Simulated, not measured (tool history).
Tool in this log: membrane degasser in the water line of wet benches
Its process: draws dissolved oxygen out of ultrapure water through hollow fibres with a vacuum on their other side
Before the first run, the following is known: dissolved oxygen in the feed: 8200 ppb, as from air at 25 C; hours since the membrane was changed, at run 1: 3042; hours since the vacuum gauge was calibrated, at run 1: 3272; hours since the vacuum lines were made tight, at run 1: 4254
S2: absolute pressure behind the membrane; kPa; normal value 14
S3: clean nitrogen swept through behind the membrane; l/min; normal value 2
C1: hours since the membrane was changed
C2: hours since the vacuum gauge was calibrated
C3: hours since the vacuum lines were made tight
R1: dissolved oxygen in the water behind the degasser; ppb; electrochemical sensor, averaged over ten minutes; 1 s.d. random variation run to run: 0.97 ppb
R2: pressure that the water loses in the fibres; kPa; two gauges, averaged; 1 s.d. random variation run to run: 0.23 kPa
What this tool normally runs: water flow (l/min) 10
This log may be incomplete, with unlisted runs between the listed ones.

run 1 hour=0 | water_flow_(l/min)=10 S2=14 S3=2 | C1=3042 C2=3272 C3=4254 | R1=146.4 R2=60.47
run 2 hour=108.7 | water_flow_(l/min)=10 S2=14 S3=0.87 | C1=3150 C2=3381 C3=4362 | R1=306.1 R2=60.64
run 3 hour=180.3 | water_flow_(l/min)=10 S2=14 S3=2 | C1=3222 C2=3453 C3=4434 | R1=147.2 R2=60.91
-- hour=207.5 seals of the vacuum lines changed
run 4 hour=311.6 | water_flow_(l/min)=10 S2=14 S3=2 | C1=3351 C2=3582 C3=104 | R1=141.3 R2=61.05
run 5 hour=395.9 | water_flow_(l/min)=10 S2=14 S3=2 | C1=3436 C2=3666 C3=188 | R1=140.4 R2=60.52
run 6 hour=513.9 | water_flow_(l/min)=10 S2=14 S3=2 | C1=3554 C2=3784 C3=306 | R1=143.4 R2=61.36
run 7 hour=610.3 | water_flow_(l/min)=10 S2=14 S3=2 | C1=3650 C2=3881 C3=403 | R1=141.4 R2=60.78
run 8 hour=709.8 | water_flow_(l/min)=10 S2=14 S3=2 | C1=3750 C2=3980 C3=502 | R1=141.1 R2=61.01
run 9 hour=784.2 | water_flow_(l/min)=10 S2=14 S3=2 | C1=3824 C2=4055 C3=577 | R1=142.1 R2=60.96
run 10 hour=868.2 | water_flow_(l/min)=10 S2=14 S3=2 | C1=3908 C2=4139 C3=661 | R1=144.5 R2=61.05
run 11 hour=996.9 | water_flow_(l/min)=12 S2=14 S3=2 | C1=4037 C2=4267 C3=789 | R1=175.3 R2=73.15
run 12 hour=1165 | water_flow_(l/min)=12 S2=14 S3=2 | C1=4205 C2=4435 C3=957 | R1=176.2 R2=73.56
run 13 hour=1272.8 | water_flow_(l/min)=10 S2=14 S3=5.93 | C1=4313 C2=4543 C3=1065 | R1=56.8 R2=61.54
run 14 hour=1397 | water_flow_(l/min)=10 S2=14 S3=2.76 | C1=4437 C2=4667 C3=1189 | R1=107.2 R2=61.47
run 15 hour=1560.9 | water_flow_(l/min)=10 S2=25.8 S3=2 | C1=4601 C2=4831 C3=1353 | R1=287 R2=61.49
run 16 hour=1718.9 | water_flow_(l/min)=10 S2=14 S3=2 | C1=4759 C2=4989 C3=1511 | R1=143.8 R2=61.07
run 17 hour=1845.9 | water_flow_(l/min)=10 S2=31.7 S3=5.6 | C1=4886 C2=5116 C3=1638 | R1=138.5 R2=61.25
run 18 hour=1915 | water_flow_(l/min)=10 S2=31.7 S3=5.6 | C1=4955 C2=5185 C3=1707 | R1=138.1 R2=61.33
run 19 hour=2051.9 | water_flow_(l/min)=12 S2=32.4 S3=2.57 | C1=5092 C2=5322 C3=1844 | R1=341.1 R2=73.6
run 20 hour=2156 | water_flow_(l/min)=10 S2=31.6 S3=3.88 | C1=5196 C2=5426 C3=1948 | R1=193.2 R2=61.6
run 21 hour=2310.4 | water_flow_(l/min)=10 S2=31.6 S3=3.88 | C1=5350 C2=5581 C3=2103 | R1=190.7 R2=61.54
run 22 hour=2452.3 | water_flow_(l/min)=10 S2=31.6 S3=3.88 | C1=5492 C2=5723 C3=2245 | R1=192 R2=61.77
run 23 hour=2555.2 | water_flow_(l/min)=10 S2=31.6 S3=3.88 | C1=5595 C2=5826 C3=2348 | R1=193.1 R2=61.31
run 24 hour=2650.2 | water_flow_(l/min)=10 S2=31.6 S3=3.88 | C1=5690 C2=5921 C3=2443 | R1=194.8 R2=61.24
run 25 hour=2763.4 | water_flow_(l/min)=8 S2=12.7 S3=0.84 | C1=5803 C2=6034 C3=2556 | R1=224.1 R2=49.37
run 26 hour=2888.8 | water_flow_(l/min)=8 S2=12.7 S3=0.89 | C1=5928 C2=6159 C3=2681 | R1=215.6 R2=49.42
run 27 hour=2972.7 | water_flow_(l/min)=8 S2=12.7 S3=1.1 | C1=6012 C2=6243 C3=2765 | R1=175.2 R2=49.5
run 28 hour=3090.1 | water_flow_(l/min)=8 S2=12.7 S3=1.1 | C1=6130 C2=6360 C3=2883 | R1=179.8 R2=49.37
run 29 hour=3204.5 | water_flow_(l/min)=6 S2=9 S3=4.55 | C1=6244 C2=6475 C3=2997 | R1=22.5 R2=37.15
run 30 hour=3321.9 | water_flow_(l/min)=6 S2=20.9 S3=2.82 | C1=6362 C2=6592 C3=3114 | R1=101.3 R2=37.02
run 31 hour=3432.9 | water_flow_(l/min)=9 S2=16.6 S3=1.54 | C1=6473 C2=6703 C3=3225 | R1=205.1 R2=55.72

4 options for the next run, each taken on its own from the tool as it stands now. Forecast them:
run A hour=3563.4 | water_flow_(l/min)=9 S2=16.6 S3=1.54 | C1=6603 C2=6834 C3=3356 | R1=? R2=?
run B hour=3563.4 | water_flow_(l/min)=12 S2=14 S3=4.54 | C1=6603 C2=6834 C3=3356 | R1=? R2=?
run C hour=3563.4 | water_flow_(l/min)=9 S2=26.5 S3=2.27 | C1=6603 C2=6834 C3=3356 | R1=? R2=?
run D hour=3563.4 | water_flow_(l/min)=9 S2=17.1 S3=1.54 | C1=6603 C2=6834 C3=3356 | R1=? R2=?

run=A R1=204.3 R2=55.62
run=B R1=92.5 R2=74.24
run=C R1=241.2 R2=55.97
run=D R1=212.3 R2=55.84
With no hidden state in the tool, these same runs would have given:
run=A R1=193 R2=53.74
run=B R1=85.2 R2=71.73
run=C R1=229.8 R2=54.08
run=D R1=200.7 R2=53.96
